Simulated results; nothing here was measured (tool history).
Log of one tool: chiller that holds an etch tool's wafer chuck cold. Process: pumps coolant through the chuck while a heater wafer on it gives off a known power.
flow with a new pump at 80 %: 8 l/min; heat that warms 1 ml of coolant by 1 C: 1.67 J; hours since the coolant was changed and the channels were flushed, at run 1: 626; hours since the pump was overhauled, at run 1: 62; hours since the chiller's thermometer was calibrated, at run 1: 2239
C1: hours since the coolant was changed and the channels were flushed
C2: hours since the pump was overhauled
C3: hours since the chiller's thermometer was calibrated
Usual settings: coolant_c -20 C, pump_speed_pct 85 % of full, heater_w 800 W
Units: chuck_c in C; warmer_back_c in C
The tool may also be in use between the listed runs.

Run 1, day 0: usual settings; C1 626; C2 62; C3 2239. Result: chuck_c -11.7 C, warmer_back_c 3.35 C.
Run 2, day 2.254: usual settings; C1 680; C2 116; C3 2293. Result: chuck_c -11.8 C, warmer_back_c 3.39 C.
Run 3, day 5.154: usual settings; C1 750; C2 186; C3 2362. Result: chuck_c -11.7 C, warmer_back_c 3.33 C.
Run 4, day 8.458: usual settings; C1 829; C2 265; C3 2442. Result: chuck_c -11.9 C, warmer_back_c 3.35 C.
Run 5, day 11.417: usual settings but coolant_c -18 C; C1 900; C2 336; C3 2512. Result: chuck_c -9.8 C, warmer_back_c 3.29 C.
Run 6, day 13.967: usual settings but coolant_c -18 C; C1 961; C2 397; C3 2574. Result: chuck_c -9.8 C, warmer_back_c 3.31 C.
Run 7, day 16.288: usual settings but pump_speed_pct 78 % of full; C1 1017; C2 453; C3 2629. Result: chuck_c -11.2 C, warmer_back_c 3.58 C.
Run 8, day 18.817: usual settings; C1 1078; C2 514; C3 2690. Result: chuck_c -11.7 C, warmer_back_c 3.3 C.
Run 9, day 20.775: usual settings; C1 1125; C2 561; C3 2737. Result: chuck_c -11.7 C, warmer_back_c 3.27 C.
Run 10, day 22.538: usual settings; C1 1167; C2 603; C3 2779. Result: chuck_c -11.9 C, warmer_back_c 3.27 C.
Run 11, day 24.067: usual settings but coolant_c -25 C; C1 1204; C2 640; C3 2816. Result: chuck_c -17 C, warmer_back_c 3.29 C.
Run 12, day 27.533: usual settings but coolant_c -25 C; C1 1287; C2 723; C3 2899. Result: chuck_c -16.9 C, warmer_back_c 3.33 C.
Run 13, day 29.208: usual settings but coolant_c -25 C; C1 1327; C2 763; C3 2939. Result: chuck_c -16.9 C, warmer_back_c 3.29 C.
Run 14, day 31.333: usual settings but coolant_c -25 C; C1 1378; C2 814; C3 2990. Result: chuck_c -16.8 C, warmer_back_c 3.3 C.
Run 15, day 34.792: usual settings but coolant_c -25 C; C1 1461; C2 897; C3 3074. Result: chuck_c -16.9 C, warmer_back_c 3.24 C.
Run 16, day 37.429: usual settings but coolant_c -25 C; C1 1524; C2 960; C3 3137. Result: chuck_c -16.8 C, warmer_back_c 3.23 C.
Run 17, day 39.712: usual settings but coolant_c -28 C, pump_speed_pct 90 % of full; C1 1579; C2 1015; C3 3192. Result: chuck_c -20.2 C, warmer_back_c 3.09 C.
Run 18, day 42.788: usual settings but coolant_c -28 C, pump_speed_pct 72 % of full, heater_w 970 W; C1 1653; C2 1089; C3 3265. Result: chuck_c -16.5 C, warmer_back_c 4.69 C.
Run 19, day 44.992: usual settings but pump_speed_pct 61 % of full; C1 1706; C2 1142; C3 3318. Result: chuck_c -9.3 C, warmer_back_c 4.65 C.
Run 20, day 47.825: usual settings but pump_speed_pct 62 % of full, heater_w 959 W; C1 1774; C2 1210; C3 3386. Result: chuck_c -7.2 C, warmer_back_c 5.46 C.
Run 21, day 50.879: usual settings but pump_speed_pct 62 % of full, heater_w 959 W; C1 1847; C2 1283; C3 3460. Result: chuck_c -7.3 C, warmer_back_c 5.39 C.
Run 22, day 53: usual settings but coolant_c -14 C, pump_speed_pct 74 % of full; C1 1898; C2 1334; C3 3511. Result: chuck_c -4.7 C, warmer_back_c 3.65 C.
Run 23, day 56.333: usual settings but coolant_c -10 C, heater_w 664 W; C1 1978; C2 1414; C3 3591. Result: chuck_c -3.3 C, warmer_back_c 2.59 C.
Run 24, day 59.167: usual settings but coolant_c -10 C, pump_speed_pct 67 % of full, heater_w 664 W; C1 2046; C2 1482; C3 3659. Result: chuck_c -1.6 C, warmer_back_c 3.35 C.
Run 25, day 60.767: usual settings but pump_speed_pct 81 % of full, heater_w 475 W; C1 2084; C2 1520; C3 3697. Result: chuck_c -14.8 C, warmer_back_c 1.87 C.
Run 26, day 63.292: usual settings but coolant_c -24 C, pump_speed_pct 98 % of full; C1 2145; C2 1581; C3 3757. Result: chuck_c -16.7 C, warmer_back_c 2.71 C.
Run 27, day 65.104: usual settings but coolant_c -14 C, pump_speed_pct 61 % of full; C1 2189; C2 1625; C3 3801. Result: chuck_c -3.1 C, warmer_back_c 4.49 C.
Run 28, day 68.567: usual settings but coolant_c -27 C, pump_speed_pct 80 % of full, heater_w 847 W; C1 2272; C2 1708; C3 3884. Result: chuck_c -18 C, warmer_back_c 3.58 C.
Run 29, day 70.133: usual settings but coolant_c -27 C, pump_speed_pct 80 % of full, heater_w 847 W; C1 2309; C2 1745; C3 3922. Result: chuck_c -17.9 C, warmer_back_c 3.55 C.
Run 30, day 71.871: usual settings but coolant_c -13 C; C1 2351; C2 1787; C3 3963. Result: chuck_c -4.8 C, warmer_back_c 3.14 C.
Run 31, day 75.367: usual settings but coolant_c -12 C, pump_speed_pct 76 % of full, heater_w 518 W; C1 2435; C2 1871; C3 4047. Result: chuck_c -6.1 C, warmer_back_c 2.19 C.
Run 32, day 77.788: usual settings but coolant_c -26 C, pump_speed_pct 80 % of full; C1 2493; C2 1929; C3 4105. Result: chuck_c -17.4 C, warmer_back_c 3.29 C.

Forecast each of these 4 alternatives for the next run:
Run A, day 79.612: usual settings but coolant_c -11 C, heater_w 1090 W; C1 2537; C2 1973; C3 4149. Result: chuck_c ?, warmer_back_c ?.
Run B, day 79.612: usual settings but coolant_c -19 C, pump_speed_pct 80 % of full, heater_w 851 W; C1 2537; C2 1973; C3 4149. Result: chuck_c ?, warmer_back_c ?.
Run C, day 79.612: usual settings but coolant_c -25 C, pump_speed_pct 88 % of full, heater_w 543 W; C1 2537; C2 1973; C3 4149. Result: chuck_c ?, warmer_back_c ?.
Run D, day 79.612: usual settings but coolant_c -14 C, pump_speed_pct 74 % of full, heater_w 416 W; C1 2537; C2 1973; C3 4149. Result: chuck_c ?, warmer_back_c ?.

run  chuck_c  warmer_back_c
  A      0.2           4.25
  B     -9.8           3.56
  C    -19.7           1.96
  D     -9.1            1.8
Without the tool's hidden state the same runs would have given:
run  chuck_c  warmer_back_c
  A      0.2           4.52
  B     -9.8           3.84
  C    -19.7           2.23
  D     -9.1           2.08
